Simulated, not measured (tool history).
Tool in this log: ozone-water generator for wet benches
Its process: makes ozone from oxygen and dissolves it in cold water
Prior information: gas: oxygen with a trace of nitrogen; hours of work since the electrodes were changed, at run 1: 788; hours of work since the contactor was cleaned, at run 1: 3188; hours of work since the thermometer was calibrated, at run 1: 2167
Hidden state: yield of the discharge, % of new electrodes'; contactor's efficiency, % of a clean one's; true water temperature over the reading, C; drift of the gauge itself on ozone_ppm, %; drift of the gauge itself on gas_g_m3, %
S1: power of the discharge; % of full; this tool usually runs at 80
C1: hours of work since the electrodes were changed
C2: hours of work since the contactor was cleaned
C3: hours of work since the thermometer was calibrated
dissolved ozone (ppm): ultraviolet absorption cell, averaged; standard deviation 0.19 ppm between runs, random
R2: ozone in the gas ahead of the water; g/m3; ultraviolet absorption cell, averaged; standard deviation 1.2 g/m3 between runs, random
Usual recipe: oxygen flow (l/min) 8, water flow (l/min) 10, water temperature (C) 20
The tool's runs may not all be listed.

run 1 hour=0 | S1=80 oxygen_flow_(l/min)=8 water_flow_(l/min)=10 water_temperature_(C)=20 | C1=788 C2=3188 C3=2167 | dissolved_ozone_(ppm)=25 R2=212.8
run 2 hour=20.6 | S1=52 oxygen_flow_(l/min)=8 water_flow_(l/min)=10 water_temperature_(C)=20 | C1=808 C2=3208 C3=2188 | dissolved_ozone_(ppm)=19.1 R2=162.1
run 3 hour=50.8 | S1=52 oxygen_flow_(l/min)=8 water_flow_(l/min)=10 water_temperature_(C)=20 | C1=838 C2=3238 C3=2217 | dissolved_ozone_(ppm)=19 R2=161.2
run 4 hour=90.3 | S1=52 oxygen_flow_(l/min)=8 water_flow_(l/min)=10 water_temperature_(C)=20 | C1=877 C2=3277 C3=2256 | dissolved_ozone_(ppm)=18.9 R2=161.5
run 5 hour=109.7 | S1=52 oxygen_flow_(l/min)=8 water_flow_(l/min)=10 water_temperature_(C)=20 | C1=896 C2=3296 C3=2275 | dissolved_ozone_(ppm)=19.2 R2=161.7
run 6 hour=151.3 | S1=52 oxygen_flow_(l/min)=8 water_flow_(l/min)=10 water_temperature_(C)=20 | C1=937 C2=3337 C3=2316 | dissolved_ozone_(ppm)=18.9 R2=162.8
run 7 hour=170.8 | S1=52 oxygen_flow_(l/min)=8 water_flow_(l/min)=10 water_temperature_(C)=20 | C1=956 C2=3356 C3=2335 | dissolved_ozone_(ppm)=18.9 R2=161.4
run 8 hour=202.8 | S1=52 oxygen_flow_(l/min)=8 water_flow_(l/min)=10 water_temperature_(C)=20 | C1=987 C2=3387 C3=2367 | dissolved_ozone_(ppm)=19 R2=161.6
run 9 hour=231 | S1=52 oxygen_flow_(l/min)=8 water_flow_(l/min)=10 water_temperature_(C)=20 | C1=1015 C2=3415 C3=2394 | dissolved_ozone_(ppm)=18.9 R2=160.6
run 10 hour=257.4 | S1=52 oxygen_flow_(l/min)=8 water_flow_(l/min)=10 water_temperature_(C)=20 | C1=1041 C2=3441 C3=2420 | dissolved_ozone_(ppm)=18.8 R2=162.6
run 11 hour=296.1 | S1=41 oxygen_flow_(l/min)=7.58 water_flow_(l/min)=16 water_temperature_(C)=12 | C1=1079 C2=3479 C3=2459 | dissolved_ozone_(ppm)=13.7 R2=142.8
run 12 hour=319.9 | S1=50 oxygen_flow_(l/min)=12.65 water_flow_(l/min)=10 water_temperature_(C)=20 | C1=1102 C2=3502 C3=2482 | dissolved_ozone_(ppm)=15.6 R2=119.3
-- hour=325.8 contactor cleaned
run 13 hour=344.3 | S1=50 oxygen_flow_(l/min)=12.65 water_flow_(l/min)=10 water_temperature_(C)=20 | C1=1122 C2=18 C3=2502 | dissolved_ozone_(ppm)=15.4 R2=119.3
run 14 hour=369.2 | S1=64 oxygen_flow_(l/min)=4.2 water_flow_(l/min)=10 water_temperature_(C)=14 | C1=1147 C2=43 C3=2527 | dissolved_ozone_(ppm)=27 R2=262.9
run 15 hour=398.2 | S1=80 oxygen_flow_(l/min)=4.18 water_flow_(l/min)=13 water_temperature_(C)=14 | C1=1175 C2=71 C3=2555 | dissolved_ozone_(ppm)=24.2 R2=310
run 16 hour=432.2 | S1=87 oxygen_flow_(l/min)=8 water_flow_(l/min)=11 water_temperature_(C)=22 | C1=1209 C2=105 C3=2588 | dissolved_ozone_(ppm)=22.6 R2=223.5
run 17 hour=471.1 | S1=87 oxygen_flow_(l/min)=8 water_flow_(l/min)=11 water_temperature_(C)=12 | C1=1247 C2=143 C3=2627 | dissolved_ozone_(ppm)=28.4 R2=222.9
run 18 hour=491.6 | S1=87 oxygen_flow_(l/min)=8 water_flow_(l/min)=11 water_temperature_(C)=12 | C1=1267 C2=163 C3=2647 | dissolved_ozone_(ppm)=28 R2=223.1
run 19 hour=513.9 | S1=74 oxygen_flow_(l/min)=13.13 water_flow_(l/min)=13 water_temperature_(C)=23 | C1=1289 C2=185 C3=2669 | dissolved_ozone_(ppm)=15.2 R2=151

Per-run results on a tool with no hidden state, each run keeping its own random variation:
run=1 dissolved_ozone_(ppm)=26.4 R2=215.1
run=2 dissolved_ozone_(ppm)=20.1 R2=163.5
run=3 dissolved_ozone_(ppm)=20 R2=162.6
run=4 dissolved_ozone_(ppm)=20 R2=163
run=5 dissolved_ozone_(ppm)=20.3 R2=163.3
run=6 dissolved_ozone_(ppm)=20 R2=164.4
run=7 dissolved_ozone_(ppm)=20 R2=163.1
run=8 dissolved_ozone_(ppm)=20.2 R2=163.3
run=9 dissolved_ozone_(ppm)=20.1 R2=162.4
run=10 dissolved_ozone_(ppm)=20 R2=164.5
run=11 dissolved_ozone_(ppm)=14.5 R2=144.2
run=12 dissolved_ozone_(ppm)=16.6 R2=120.7
run=13 dissolved_ozone_(ppm)=16.9 R2=120.8
run=14 dissolved_ozone_(ppm)=29.7 R2=266.9
run=15 dissolved_ozone_(ppm)=26.8 R2=315.5
run=16 dissolved_ozone_(ppm)=25.1 R2=227.8
run=17 dissolved_ozone_(ppm)=31.5 R2=227.3
run=18 dissolved_ozone_(ppm)=31.1 R2=227.6
run=19 dissolved_ozone_(ppm)=16.9 R2=153.8

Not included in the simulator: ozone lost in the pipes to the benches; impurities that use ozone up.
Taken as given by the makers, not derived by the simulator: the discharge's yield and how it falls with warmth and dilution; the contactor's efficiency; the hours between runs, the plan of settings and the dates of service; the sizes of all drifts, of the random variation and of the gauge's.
